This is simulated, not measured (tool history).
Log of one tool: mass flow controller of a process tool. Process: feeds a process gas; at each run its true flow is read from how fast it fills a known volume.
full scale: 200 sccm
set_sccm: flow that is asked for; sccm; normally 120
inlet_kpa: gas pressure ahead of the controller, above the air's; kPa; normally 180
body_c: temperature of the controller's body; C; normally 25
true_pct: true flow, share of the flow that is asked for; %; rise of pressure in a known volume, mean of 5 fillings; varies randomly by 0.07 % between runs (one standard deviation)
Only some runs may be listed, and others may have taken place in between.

run 1 hour=0 | set_sccm=120 inlet_kpa=180 body_c=25 | true_pct=99.79
run 2 hour=50.8 | set_sccm=120 inlet_kpa=180 body_c=25 | true_pct=99.94
run 3 hour=130.3 | set_sccm=120 inlet_kpa=180 body_c=25 | true_pct=99.84
run 4 hour=199.5 | set_sccm=120 inlet_kpa=180 body_c=30 | true_pct=99.77
run 5 hour=252 | set_sccm=120 inlet_kpa=180 body_c=30 | true_pct=99.75
run 6 hour=323.2 | set_sccm=120 inlet_kpa=180 body_c=25 | true_pct=99.89
run 7 hour=382.3 | set_sccm=33 inlet_kpa=180 body_c=25 | true_pct=99.44
run 8 hour=433.3 | set_sccm=33 inlet_kpa=180 body_c=25 | true_pct=99.5
run 9 hour=490.7 | set_sccm=33 inlet_kpa=180 body_c=25 | true_pct=99.5
run 10 hour=534.2 | set_sccm=33 inlet_kpa=180 body_c=25 | true_pct=99.56
run 11 hour=612.7 | set_sccm=33 inlet_kpa=180 body_c=25 | true_pct=99.53
run 12 hour=699.3 | set_sccm=33 inlet_kpa=180 body_c=25 | true_pct=99.61
run 13 hour=777.3 | set_sccm=38 inlet_kpa=180 body_c=25 | true_pct=99.56
run 14 hour=850.5 | set_sccm=25 inlet_kpa=180 body_c=25 | true_pct=99.79
run 15 hour=910.6 | set_sccm=25 inlet_kpa=180 body_c=25 | true_pct=99.93
run 16 hour=1002.9 | set_sccm=75 inlet_kpa=180 body_c=25 | true_pct=99.62
run 17 hour=1072.4 | set_sccm=120 inlet_kpa=194 body_c=25 | true_pct=100.15
run 18 hour=1157.3 | set_sccm=120 inlet_kpa=180 body_c=25 | true_pct=100.06
run 19 hour=1221.2 | set_sccm=120 inlet_kpa=180 body_c=25 | true_pct=99.99
run 20 hour=1274.3 | set_sccm=120 inlet_kpa=180 body_c=25 | true_pct=100.04
run 21 hour=1362.1 | set_sccm=120 inlet_kpa=180 body_c=29 | true_pct=99.97
run 22 hour=1415.2 | set_sccm=120 inlet_kpa=180 body_c=38 | true_pct=99.64
-- hour=1423.1 controller's zero set anew
run 23 hour=1472.1 | set_sccm=120 inlet_kpa=180 body_c=25 | true_pct=100.28
run 24 hour=1544.6 | set_sccm=120 inlet_kpa=180 body_c=25 | true_pct=100.22
run 25 hour=1597.2 | set_sccm=55 inlet_kpa=229 body_c=32 | true_pct=99.49
run 26 hour=1661.4 | set_sccm=55 inlet_kpa=229 body_c=32 | true_pct=99.63
run 27 hour=1701.6 | set_sccm=55 inlet_kpa=229 body_c=32 | true_pct=99.5
run 28 hour=1780.2 | set_sccm=55 inlet_kpa=229 body_c=32 | true_pct=99.66
run 29 hour=1836.1 | set_sccm=48 inlet_kpa=180 body_c=24 | true_pct=100.29
-- hour=1907.2 controller's zero set anew, once more
run 30 hour=1907.2 | set_sccm=120 inlet_kpa=234 body_c=25 | true_pct=99.54
run 31 hour=1978.1 | set_sccm=120 inlet_kpa=234 body_c=25 | true_pct=99.49
run 32 hour=2064.8 | set_sccm=62 inlet_kpa=180 body_c=33 | true_pct=98.89
run 33 hour=2137.3 | set_sccm=21 inlet_kpa=274 body_c=33 | true_pct=97.93

What does the tool deliver on the next run?
run 34 hour=2215.6 | set_sccm=77 inlet_kpa=167 body_c=24 | true_pct=?

true_pct: 99.54 %
Minus the tool's unlogged condition, the same run would have read true_pct 98.5 %.
